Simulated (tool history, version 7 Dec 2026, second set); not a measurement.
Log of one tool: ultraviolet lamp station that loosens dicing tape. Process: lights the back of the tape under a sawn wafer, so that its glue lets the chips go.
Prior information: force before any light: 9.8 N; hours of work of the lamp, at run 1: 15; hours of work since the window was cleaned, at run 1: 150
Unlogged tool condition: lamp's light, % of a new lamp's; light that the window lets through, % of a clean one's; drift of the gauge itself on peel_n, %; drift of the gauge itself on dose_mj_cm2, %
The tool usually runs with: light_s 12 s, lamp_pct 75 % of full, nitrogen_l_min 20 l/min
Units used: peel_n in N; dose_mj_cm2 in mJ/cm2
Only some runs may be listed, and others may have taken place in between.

| run | hour | light_s | lamp_pct | nitrogen_l_min | hours of work of the lamp | hours of work since the window was cleaned | peel_n | dose_mj_cm2 |
|---|---|---|---|---|---|---|---|---|
| 1 | 0.0 | 12 | 75 | 20 | 15 | 150 | 0.431 | 398 |
| 2 | 68.4 | 12 | 75 | 20 | 54 | 189 | 0.430 | 400 |
| 3 | 144.7 | 12 | 75 | 20 | 97 | 232 | 0.425 | 394 |
| 4 | 229.0 | 7 | 75 | 20 | 144 | 279 | 1.498 | 233 |
| 5 | 271.7 | 7 | 75 | 20 | 168 | 303 | 1.467 | 233 |
|  | 279.6 | window cleaned of glue's vapour |
| 6 | 332.4 | 23 | 88 | 20 | 202 | 30 | 0.072 | 896 |
| 7 | 382.8 | 8 | 79 | 20 | 231 | 58 | 1.028 | 279 |
| 8 | 434.2 | 7 | 62 | 12 | 260 | 87 | 2.744 | 193 |
| 9 | 512.1 | 8 | 82 | 11 | 304 | 131 | 1.526 | 287 |
| 10 | 558.0 | 11 | 82 | 39 | 329 | 157 | 0.219 | 398 |

Branching from run 10: 5 alternative next runs. What would each branch give?
| A | 621.4 | 21 | 69 | 39 | 365 | 193 | ? | ? |
| B | 621.4 | 11 | 96 | 12 | 365 | 193 | ? | ? |
| C | 621.4 | 19 | 82 | 39 | 365 | 193 | ? | ? |
| D | 621.4 | 11 | 82 | 6 | 365 | 193 | ? | ? |
| E | 621.4 | 12 | 86 | 25 | 365 | 193 | ? | ? |

| run | peel_n | dose_mj_cm2 |
|---|---|---|
| A | 0.075 | 634 |
| B | 0.484 | 466 |
| C | 0.076 | 685 |
| D | 1.341 | 398 |
| E | 0.234 | 460 |
The same runs, with their run-to-run variation unchanged, on a tool lacking any hidden condition would have given:
| run | peel_n | dose_mj_cm2 |
|---|---|---|
| A | 0.074 | 635 |
| B | 0.481 | 466 |
| C | 0.076 | 686 |
| D | 1.335 | 399 |
| E | 0.233 | 461 |
